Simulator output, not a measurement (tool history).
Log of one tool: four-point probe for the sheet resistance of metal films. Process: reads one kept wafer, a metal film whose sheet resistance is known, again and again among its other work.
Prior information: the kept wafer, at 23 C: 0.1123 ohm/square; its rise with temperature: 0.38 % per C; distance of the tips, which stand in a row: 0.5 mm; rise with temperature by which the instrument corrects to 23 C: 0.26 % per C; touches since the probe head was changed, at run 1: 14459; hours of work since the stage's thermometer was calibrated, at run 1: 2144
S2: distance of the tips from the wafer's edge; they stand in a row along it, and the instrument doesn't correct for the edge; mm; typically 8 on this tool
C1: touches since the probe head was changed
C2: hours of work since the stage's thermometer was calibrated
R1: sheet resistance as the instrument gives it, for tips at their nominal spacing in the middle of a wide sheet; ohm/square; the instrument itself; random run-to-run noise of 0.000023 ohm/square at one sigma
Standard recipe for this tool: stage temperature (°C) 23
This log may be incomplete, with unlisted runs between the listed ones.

run 1 hour=0 | stage_temperature_(°C)=23 S2=8 | C1=14459 C2=2144 | R1=0.111561
run 2 hour=10.8 | stage_temperature_(°C)=23 S2=8 | C1=14722 C2=2153 | R1=0.111533
run 3 hour=24.1 | stage_temperature_(°C)=23 S2=8 | C1=15043 C2=2164 | R1=0.111503
run 4 hour=33.2 | stage_temperature_(°C)=23 S2=8 | C1=15266 C2=2171 | R1=0.111542
run 5 hour=45.7 | stage_temperature_(°C)=26 S2=8 | C1=15567 C2=2181 | R1=0.111918
run 6 hour=55.1 | stage_temperature_(°C)=26 S2=8 | C1=15798 C2=2188 | R1=0.111922
run 7 hour=62.6 | stage_temperature_(°C)=26 S2=31 | C1=15979 C2=2194 | R1=0.111723
run 8 hour=72 | stage_temperature_(°C)=26 S2=31 | C1=16208 C2=2202 | R1=0.111661
run 9 hour=83 | stage_temperature_(°C)=26 S2=31 | C1=16475 C2=2210 | R1=0.111691
run 10 hour=99.6 | stage_temperature_(°C)=26 S2=31 | C1=16876 C2=2224 | R1=0.111746
run 11 hour=108.7 | stage_temperature_(°C)=26 S2=31 | C1=17098 C2=2231 | R1=0.111688
run 12 hour=120.6 | stage_temperature_(°C)=19 S2=52 | C1=17388 C2=2240 | R1=0.110744
run 13 hour=136.9 | stage_temperature_(°C)=22 S2=9 | C1=17781 C2=2253 | R1=0.111378
run 14 hour=151.1 | stage_temperature_(°C)=19 S2=3 | C1=18128 C2=2265 | R1=0.112358
run 15 hour=166.5 | stage_temperature_(°C)=23 S2=8 | C1=18501 C2=2277 | R1=0.111483
run 16 hour=176.2 | stage_temperature_(°C)=23 S2=8 | C1=18737 C2=2285 | R1=0.111524
-- hour=188 stage's thermometer calibrated
run 17 hour=190.2 | stage_temperature_(°C)=23 S2=46 | C1=19065 C2=2 | R1=0.111464
run 18 hour=202 | stage_temperature_(°C)=23 S2=46 | C1=19350 C2=11 | R1=0.111438

What differs in the tool's unlogged condition from the final listed run ahead of each entry between runs to the first listed run following it?
Run 16 -> run 17: stage's thermometer calibrated (hour 188)
  inner tips' distance over the nominal, %: -0.694 -> -0.696; wafer's true temperature over the reading, C: -0.43 -> -0.07
  measured less the result without the state, R1: -0.001029 -> -0.000876 ohm/square
